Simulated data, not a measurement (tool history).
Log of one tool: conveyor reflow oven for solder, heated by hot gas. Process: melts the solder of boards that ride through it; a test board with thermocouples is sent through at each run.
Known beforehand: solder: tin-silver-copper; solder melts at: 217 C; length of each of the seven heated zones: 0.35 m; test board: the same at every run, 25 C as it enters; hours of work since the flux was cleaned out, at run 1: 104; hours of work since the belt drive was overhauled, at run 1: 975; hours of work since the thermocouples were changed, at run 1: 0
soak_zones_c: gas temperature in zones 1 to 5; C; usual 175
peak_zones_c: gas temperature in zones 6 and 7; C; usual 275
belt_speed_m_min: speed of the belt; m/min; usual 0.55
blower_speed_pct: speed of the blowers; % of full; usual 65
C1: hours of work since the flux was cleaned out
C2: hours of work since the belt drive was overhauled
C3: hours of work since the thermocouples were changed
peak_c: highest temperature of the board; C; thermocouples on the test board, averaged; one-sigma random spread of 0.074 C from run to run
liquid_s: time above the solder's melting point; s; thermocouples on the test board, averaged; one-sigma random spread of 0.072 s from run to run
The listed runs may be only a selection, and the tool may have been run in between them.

{"run": 1, "hour": 0.0, "soak_zones_c": 175, "peak_zones_c": 275, "belt_speed_m_min": 0.55, "blower_speed_pct": 65, "C1": 104, "C2": 975, "C3": 0, "peak_c": 261.41, "liquid_s": 64.88}
{"run": 2, "hour": 35.2, "soak_zones_c": 175, "peak_zones_c": 275, "belt_speed_m_min": 0.55, "blower_speed_pct": 65, "C1": 129, "C2": 1000, "C3": 25, "peak_c": 261.42, "liquid_s": 64.72}
{"run": 3, "hour": 72.7, "soak_zones_c": 175, "peak_zones_c": 275, "belt_speed_m_min": 0.55, "blower_speed_pct": 65, "C1": 155, "C2": 1027, "C3": 51, "peak_c": 261.2, "liquid_s": 64.62}
{"run": 4, "hour": 114.2, "soak_zones_c": 175, "peak_zones_c": 275, "belt_speed_m_min": 0.55, "blower_speed_pct": 65, "C1": 185, "C2": 1056, "C3": 81, "peak_c": 261.05, "liquid_s": 64.51}
{"run": 5, "hour": 158.5, "soak_zones_c": 175, "peak_zones_c": 275, "belt_speed_m_min": 0.55, "blower_speed_pct": 65, "C1": 216, "C2": 1087, "C3": 112, "peak_c": 260.98, "liquid_s": 64.46}
{"run": 6, "hour": 197.8, "soak_zones_c": 170, "peak_zones_c": 275, "belt_speed_m_min": 0.55, "blower_speed_pct": 65, "C1": 244, "C2": 1115, "C3": 140, "peak_c": 260.14, "liquid_s": 62.32}
{"run": 7, "hour": 220.3, "soak_zones_c": 175, "peak_zones_c": 275, "belt_speed_m_min": 0.55, "blower_speed_pct": 58, "C1": 260, "C2": 1131, "C3": 155, "peak_c": 259.33, "liquid_s": 63.28}
{"run": 8, "hour": 250.7, "soak_zones_c": 175, "peak_zones_c": 275, "belt_speed_m_min": 0.55, "blower_speed_pct": 65, "C1": 281, "C2": 1152, "C3": 177, "peak_c": 260.65, "liquid_s": 64.29}
{"run": 9, "hour": 277.1, "soak_zones_c": 175, "peak_zones_c": 275, "belt_speed_m_min": 0.55, "blower_speed_pct": 65, "C1": 300, "C2": 1171, "C3": 195, "peak_c": 260.65, "liquid_s": 64.29}
{"run": 10, "hour": 318.1, "soak_zones_c": 175, "peak_zones_c": 275, "belt_speed_m_min": 0.55, "blower_speed_pct": 80, "C1": 328, "C2": 1200, "C3": 224, "peak_c": 262.93, "liquid_s": 65.79}
{"hour": 325.0, "done": "belt drive overhauled, speed set with a stopwatch"}
{"run": 11, "hour": 344.2, "soak_zones_c": 175, "peak_zones_c": 275, "belt_speed_m_min": 0.55, "blower_speed_pct": 80, "C1": 344, "C2": 13, "C3": 240, "peak_c": 262.96, "liquid_s": 66.45}
{"hour": 359.9, "done": "flux residue cleaned out of gas plates and filters"}
{"run": 12, "hour": 391.7, "soak_zones_c": 180, "peak_zones_c": 275, "belt_speed_m_min": 0.55, "blower_speed_pct": 65, "C1": 22, "C2": 43, "C3": 270, "peak_c": 263.18, "liquid_s": 68.33}
{"run": 13, "hour": 431.0, "soak_zones_c": 175, "peak_zones_c": 275, "belt_speed_m_min": 0.55, "blower_speed_pct": 65, "C1": 50, "C2": 71, "C3": 298, "peak_c": 262.48, "liquid_s": 66.16}
{"hour": 454.0, "done": "belt drive overhauled, speed set with a stopwatch, once more"}
{"run": 14, "hour": 462.0, "soak_zones_c": 175, "peak_zones_c": 275, "belt_speed_m_min": 0.55, "blower_speed_pct": 65, "C1": 69, "C2": 6, "C3": 317, "peak_c": 261.6, "liquid_s": 63.77}
{"run": 15, "hour": 496.7, "soak_zones_c": 175, "peak_zones_c": 275, "belt_speed_m_min": 0.55, "blower_speed_pct": 65, "C1": 94, "C2": 30, "C3": 341, "peak_c": 261.44, "liquid_s": 63.66}
{"run": 16, "hour": 532.0, "soak_zones_c": 175, "peak_zones_c": 275, "belt_speed_m_min": 0.55, "blower_speed_pct": 84, "C1": 119, "C2": 55, "C3": 366, "peak_c": 264.42, "liquid_s": 65.77}
{"run": 17, "hour": 558.3, "soak_zones_c": 175, "peak_zones_c": 275, "belt_speed_m_min": 0.472, "blower_speed_pct": 57, "C1": 137, "C2": 74, "C3": 385, "peak_c": 264.14, "liquid_s": 76.46}
{"run": 18, "hour": 586.1, "soak_zones_c": 175, "peak_zones_c": 275, "belt_speed_m_min": 0.55, "blower_speed_pct": 81, "C1": 157, "C2": 93, "C3": 404, "peak_c": 263.84, "liquid_s": 65.46}
{"run": 19, "hour": 611.1, "soak_zones_c": 175, "peak_zones_c": 275, "belt_speed_m_min": 0.55, "blower_speed_pct": 81, "C1": 174, "C2": 111, "C3": 422, "peak_c": 263.72, "liquid_s": 65.34}
{"run": 20, "hour": 642.7, "soak_zones_c": 175, "peak_zones_c": 271, "belt_speed_m_min": 0.451, "blower_speed_pct": 65, "C1": 197, "C2": 133, "C3": 444, "peak_c": 262.64, "liquid_s": 79.98}
{"run": 21, "hour": 680.8, "soak_zones_c": 165, "peak_zones_c": 275, "belt_speed_m_min": 0.552, "blower_speed_pct": 65, "C1": 223, "C2": 160, "C3": 471, "peak_c": 259.25, "liquid_s": 58.97}
{"run": 22, "hour": 711.1, "soak_zones_c": 165, "peak_zones_c": 275, "belt_speed_m_min": 0.573, "blower_speed_pct": 85, "C1": 245, "C2": 181, "C3": 492, "peak_c": 261.45, "liquid_s": 58.45}
{"run": 23, "hour": 749.1, "soak_zones_c": 175, "peak_zones_c": 275, "belt_speed_m_min": 0.55, "blower_speed_pct": 71, "C1": 272, "C2": 208, "C3": 519, "peak_c": 261.87, "liquid_s": 64.12}
{"run": 24, "hour": 767.6, "soak_zones_c": 179, "peak_zones_c": 275, "belt_speed_m_min": 0.585, "blower_speed_pct": 65, "C1": 285, "C2": 221, "C3": 532, "peak_c": 259.29, "liquid_s": 59.92}
{"run": 25, "hour": 811.2, "soak_zones_c": 175, "peak_zones_c": 270, "belt_speed_m_min": 0.55, "blower_speed_pct": 53, "C1": 315, "C2": 252, "C3": 563, "peak_c": 253.49, "liquid_s": 58.14}
{"run": 26, "hour": 838.7, "soak_zones_c": 186, "peak_zones_c": 285, "belt_speed_m_min": 0.609, "blower_speed_pct": 85, "C1": 335, "C2": 271, "C3": 582, "peak_c": 271.2, "liquid_s": 65.39}
{"hour": 865.7, "done": "flux residue cleaned out of gas plates and filters"}
{"run": 27, "hour": 883.4, "soak_zones_c": 186, "peak_zones_c": 285, "belt_speed_m_min": 0.609, "blower_speed_pct": 85, "C1": 12, "C2": 299, "C3": 610, "peak_c": 273.5, "liquid_s": 66.07}
{"run": 28, "hour": 907.0, "soak_zones_c": 175, "peak_zones_c": 275, "belt_speed_m_min": 0.47, "blower_speed_pct": 83, "C1": 29, "C2": 316, "C3": 627, "peak_c": 269.02, "liquid_s": 80.31}
{"run": 29, "hour": 927.4, "soak_zones_c": 185, "peak_zones_c": 275, "belt_speed_m_min": 0.538, "blower_speed_pct": 83, "C1": 44, "C2": 330, "C3": 641, "peak_c": 266.87, "liquid_s": 72.38}
{"run": 30, "hour": 945.6, "soak_zones_c": 161, "peak_zones_c": 275, "belt_speed_m_min": 0.55, "blower_speed_pct": 65, "C1": 56, "C2": 343, "C3": 654, "peak_c": 260.43, "liquid_s": 58.97}
{"run": 31, "hour": 982.7, "soak_zones_c": 175, "peak_zones_c": 275, "belt_speed_m_min": 0.513, "blower_speed_pct": 53, "C1": 83, "C2": 369, "C3": 680, "peak_c": 261.88, "liquid_s": 68.96}

Measured less the same run without the tool's hidden state. The same run-to-run variation is in both; the gauge's scatter may not be:
The tool's hidden condition here consists of: heat that the gas passes to the board, % of a clean oven's; belt's true speed, % of the reading; true gas temperature in zones 6 and 7 over the reading, C; drift of the gauge itself on peak_c, C; drift of the gauge itself on liquid_s, %.
run=1 peak_c=-0.25 liquid_s=+0.67
run=2 peak_c=-0.36 liquid_s=+0.61
run=3 peak_c=-0.46 liquid_s=+0.55
run=4 peak_c=-0.59 liquid_s=+0.47
run=5 peak_c=-0.7 liquid_s=+0.41
run=6 peak_c=-0.89 liquid_s=+0.23
run=7 peak_c=-0.8 liquid_s=+0.31
run=8 peak_c=-0.98 liquid_s=+0.25
run=9 peak_c=-1.06 liquid_s=+0.21
run=10 peak_c=-1.32 liquid_s=+0.15
run=11 peak_c=-1.18 liquid_s=+0.76
run=12 peak_c=+0.82 liquid_s=+2.13
run=13 peak_c=+0.73 liquid_s=+2.06
run=14 peak_c=-0.11 liquid_s=-0.23
run=15 peak_c=-0.21 liquid_s=-0.29
run=16 peak_c=-0.35 liquid_s=-0.35
run=17 peak_c=-0.14 liquid_s=-0.22
run=18 peak_c=-0.51 liquid_s=-0.42
run=19 peak_c=-0.59 liquid_s=-0.46
run=20 peak_c=-0.24 liquid_s=-0.34
run=21 peak_c=-0.92 liquid_s=-0.81
run=22 peak_c=-1.22 liquid_s=-0.92
run=23 peak_c=-1.01 liquid_s=-0.72
run=24 peak_c=-1.13 liquid_s=-0.81
run=25 peak_c=-0.97 liquid_s=-0.98
run=26 peak_c=-1.6 liquid_s=-0.39
run=27 peak_c=+0.8 liquid_s=+0.47
run=28 peak_c=+0.84 liquid_s=+0.58
run=29 peak_c=+0.75 liquid_s=+0.52
run=30 peak_c=+0.61 liquid_s=+0.49
run=31 peak_c=+0.63 liquid_s=+0.56
